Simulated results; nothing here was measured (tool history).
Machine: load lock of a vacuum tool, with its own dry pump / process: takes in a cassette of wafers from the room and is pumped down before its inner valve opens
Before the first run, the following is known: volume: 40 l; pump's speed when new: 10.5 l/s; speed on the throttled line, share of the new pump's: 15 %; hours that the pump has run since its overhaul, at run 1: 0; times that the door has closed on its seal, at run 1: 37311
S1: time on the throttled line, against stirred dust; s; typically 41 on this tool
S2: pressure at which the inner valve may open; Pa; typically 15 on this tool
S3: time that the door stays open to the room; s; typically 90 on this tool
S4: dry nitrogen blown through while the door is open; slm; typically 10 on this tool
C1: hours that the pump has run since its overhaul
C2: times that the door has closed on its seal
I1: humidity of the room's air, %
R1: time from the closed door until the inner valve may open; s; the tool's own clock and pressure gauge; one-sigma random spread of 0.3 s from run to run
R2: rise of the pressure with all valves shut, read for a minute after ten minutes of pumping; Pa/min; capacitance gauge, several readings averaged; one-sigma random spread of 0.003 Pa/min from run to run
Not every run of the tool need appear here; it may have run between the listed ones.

run,hour,S1,S2,S3,S4,C1,C2,I1,R1,R2
1,0.0,41,15,90,10,0,37311,46.7,69.2,0.250
2,508.4,41,15,90,10,508,38356,44.2,69.2,0.253
3,953.9,41,26,90,10,954,39271,44.3,66.6,0.261
# hour 1140.9: door's seal changed, seat wiped
4,1493.3,41,15,76,10,1492,724,47.9,69.3,0.041
5,2115.2,28,15,90,10,2114,2002,41.9,58.6,0.038
6,2730.9,41,15,90,41,2729,3266,44.7,69.0,0.035
7,3088.3,41,15,90,41,3087,4001,42.0,70.0,0.029
8,3672.2,41,15,90,41,3671,5200,45.7,69.4,0.036
9,4232.5,41,15,90,41,4231,6351,43.7,69.5,0.036
10,4927.1,41,15,90,41,4926,7778,43.5,69.4,0.038
11,5579.4,41,15,90,41,5578,9118,44.3,69.6,0.048
12,6198.9,41,15,90,41,6197,10391,45.3,69.5,0.052
13,6722.5,41,15,90,41,6721,11466,47.0,70.7,0.050
14,7159.2,41,15,90,4,7158,12364,41.8,69.9,0.086
15,7774.0,41,15,90,10,7773,13627,42.8,70.4,0.078
16,8309.2,41,15,90,10,8308,14726,46.7,70.3,0.088
17,8644.2,41,15,90,10,8643,15414,43.6,71.1,0.086
18,9212.8,41,15,90,10,9211,16582,46.1,70.3,0.090
19,9505.7,41,15,57,10,9504,17184,43.8,70.5,0.089
20,10141.0,22,22,42,7,10139,18489,44.9,52.9,0.095
21,10691.3,22,22,42,7,10690,19620,44.8,53.5,0.098
22,11104.8,27,15,76,10,11103,20469,45.6,59.3,0.114
23,11663.4,41,15,61,8,11662,21617,49.6,70.6,0.113
24,11984.9,41,19,90,10,11983,22277,47.6,69.6,0.127
25,12535.5,41,19,90,10,12534,23408,45.6,69.3,0.128
26,13236.1,53,15,90,37,13235,24848,47.8,81.4,0.122
27,13694.7,53,15,90,37,13693,25790,48.2,81.6,0.127
28,14018.5,61,25,48,8,14017,26455,45.9,85.9,0.140
29,14383.8,61,25,48,8,14382,27205,47.5,85.8,0.146
30,14912.4,44,15,90,10,14911,28291,45.4,74.2,0.163
31,15426.1,44,15,90,10,15425,29347,45.0,74.1,0.165
32,15934.4,41,16,113,38,15933,30391,42.2,71.6,0.159
33,16384.2,41,16,191,5,16383,31315,43.8,71.3,0.198
34,16854.5,72,14,89,31,16853,32281,43.2,98.0,0.176
35,17168.6,48,17,157,40,17167,32926,47.4,77.3,0.182
36,17503.4,41,15,165,10,17502,33614,49.2,72.3,0.212

Table of differences, measured result less the result of that run with no hidden state. Run-to-run variation is the same in both. Gauge scatter possibly is not:
The tool's hidden condition here consists of: pump's speed, % of a new pump's; leak at the door's seal, Pa l/s; drift of the gauge itself on ready_s, %; drift of the gauge itself on rise_pa_min, %.
run,R1,R2
1,+0.0,+0.204
2,+0.1,+0.209
3,+0.1,+0.220
4,+0.3,+0.003
5,+0.4,+0.005
6,+0.5,+0.007
7,+0.6,+0.008
8,+0.6,+0.011
9,+0.7,+0.014
10,+0.9,+0.018
11,+1.0,+0.022
12,+1.1,+0.027
13,+1.3,+0.030
14,+1.4,+0.033
15,+1.5,+0.038
16,+1.5,+0.043
17,+1.7,+0.046
18,+1.7,+0.050
19,+1.8,+0.054
20,+1.9,+0.060
21,+2.0,+0.066
22,+2.1,+0.071
23,+2.1,+0.076
24,+2.1,+0.081
25,+2.1,+0.086
26,+2.2,+0.094
27,+2.4,+0.100
28,+2.1,+0.104
29,+2.1,+0.108
30,+2.7,+0.117
31,+2.8,+0.123
32,+2.9,+0.130
33,+3.0,+0.137
34,+2.6,+0.145
35,+3.1,+0.149
36,+3.4,+0.152

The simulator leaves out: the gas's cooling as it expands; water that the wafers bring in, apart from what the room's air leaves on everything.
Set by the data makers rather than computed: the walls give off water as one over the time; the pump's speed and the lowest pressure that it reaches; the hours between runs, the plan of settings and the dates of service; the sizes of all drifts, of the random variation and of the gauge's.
